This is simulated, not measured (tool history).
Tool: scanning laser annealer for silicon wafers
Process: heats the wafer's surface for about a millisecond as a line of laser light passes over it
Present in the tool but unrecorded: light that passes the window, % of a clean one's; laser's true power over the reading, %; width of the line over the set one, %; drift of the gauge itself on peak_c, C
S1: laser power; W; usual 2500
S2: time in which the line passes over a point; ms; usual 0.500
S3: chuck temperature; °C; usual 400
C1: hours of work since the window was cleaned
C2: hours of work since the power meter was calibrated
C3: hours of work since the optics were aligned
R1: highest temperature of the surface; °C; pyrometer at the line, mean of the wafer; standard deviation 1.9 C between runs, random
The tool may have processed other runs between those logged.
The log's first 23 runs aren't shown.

| run | hour | S1 | S2 | S3 | C1 | C2 | C3 | R1 |
|---|---|---|---|---|---|---|---|---|
| 24 | 574.0 | 2716 | 0.490 | 375 | 660 | 515 | 72 | 1210 |
| 25 | 601.2 | 2183 | 0.479 | 375 | 680 | 534 | 91 | 1005 |
| 26 | 638.9 | 2183 | 0.479 | 375 | 706 | 561 | 118 | 1006 |
| 27 | 654.7 | 2183 | 0.479 | 375 | 717 | 572 | 129 | 1005 |
|  | 675.1 | optics aligned, line set to its width, once more |
| 28 | 688.4 | 2158 | 0.440 | 391 | 737 | 592 | 9 | 994 |
| 29 | 722.9 | 2158 | 0.468 | 414 | 761 | 616 | 34 | 1033 |
| 30 | 754.0 | 2158 | 0.468 | 414 | 783 | 638 | 55 | 1036 |
| 31 | 786.1 | 2158 | 0.468 | 414 | 806 | 660 | 78 | 1033 |
| 32 | 802.6 | 2415 | 0.500 | 429 | 817 | 672 | 90 | 1162 |

What if the next run were any one of these 4? Each begins from the tool's condition after run 32:
| A | 836.6 | 2488 | 0.500 | 413 | 841 | 696 | 113 | ? |
| B | 836.6 | 2500 | 0.500 | 437 | 841 | 696 | 113 | ? |
| C | 836.6 | 2126 | 0.425 | 391 | 841 | 696 | 113 | ? |
| D | 836.6 | 2415 | 0.401 | 429 | 841 | 696 | 113 | ? |

| run | R1 |
|---|---|
| A | 1174 |
| B | 1204 |
| C | 966 |
| D | 1079 |
With the hidden condition removed and each run's random variation left untouched, the same runs would have given:
| run | R1 |
|---|---|
| A | 1223 |
| B | 1253 |
| C | 1003 |
| D | 1120 |
